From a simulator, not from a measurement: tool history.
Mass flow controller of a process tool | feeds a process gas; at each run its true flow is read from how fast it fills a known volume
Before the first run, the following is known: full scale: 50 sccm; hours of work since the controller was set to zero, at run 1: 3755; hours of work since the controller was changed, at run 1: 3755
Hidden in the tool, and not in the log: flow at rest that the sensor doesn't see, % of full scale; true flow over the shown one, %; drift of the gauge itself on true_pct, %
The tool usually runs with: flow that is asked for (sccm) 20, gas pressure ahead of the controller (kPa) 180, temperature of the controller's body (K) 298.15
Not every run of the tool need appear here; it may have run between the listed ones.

run	hour	flow that is asked for (sccm)	gas pressure ahead of the controller (kPa)	temperature of the controller's body (K)	hours of work since the controller was set to zero	hours of work since the controller was changed	true flow (%)
1	0.0	20	180	298.15	3755	3755	99.83
2	89.9	20	180	298.15	3797	3797	99.89
3	153.4	20	180	298.15	3827	3827	99.73
4	230.0	20	208	298.15	3862	3862	99.85
5	320.9	20	207	298.15	3905	3905	99.71
6	391.2	20	207	298.15	3938	3938	99.79
7	453.3	26	192	298.15	3967	3967	99.87
8	537.2	26	187	305.15	4006	4006	99.23
9	624.1	26	187	305.15	4047	4047	98.96
10	688.8	26	187	305.15	4077	4077	99.08
11	764.3	46	151	298.15	4113	4113	99.83

Here are 4 independent what-if runs from the current tool condition. What would each one return?
A	857.5	20	259	298.15	4156	4156	?
B	857.5	8	151	298.15	4156	4156	?
C	857.5	15	205	306.15	4156	4156	?
D	857.5	18	156	304.15	4156	4156	?

run	true flow (%)
A	99.79
B	99.61
C	98.82
D	99.07
Had the tool no hidden state, the same runs would have come out as:
run	true flow (%)
A	99.76
B	99.57
C	98.79
D	99.05

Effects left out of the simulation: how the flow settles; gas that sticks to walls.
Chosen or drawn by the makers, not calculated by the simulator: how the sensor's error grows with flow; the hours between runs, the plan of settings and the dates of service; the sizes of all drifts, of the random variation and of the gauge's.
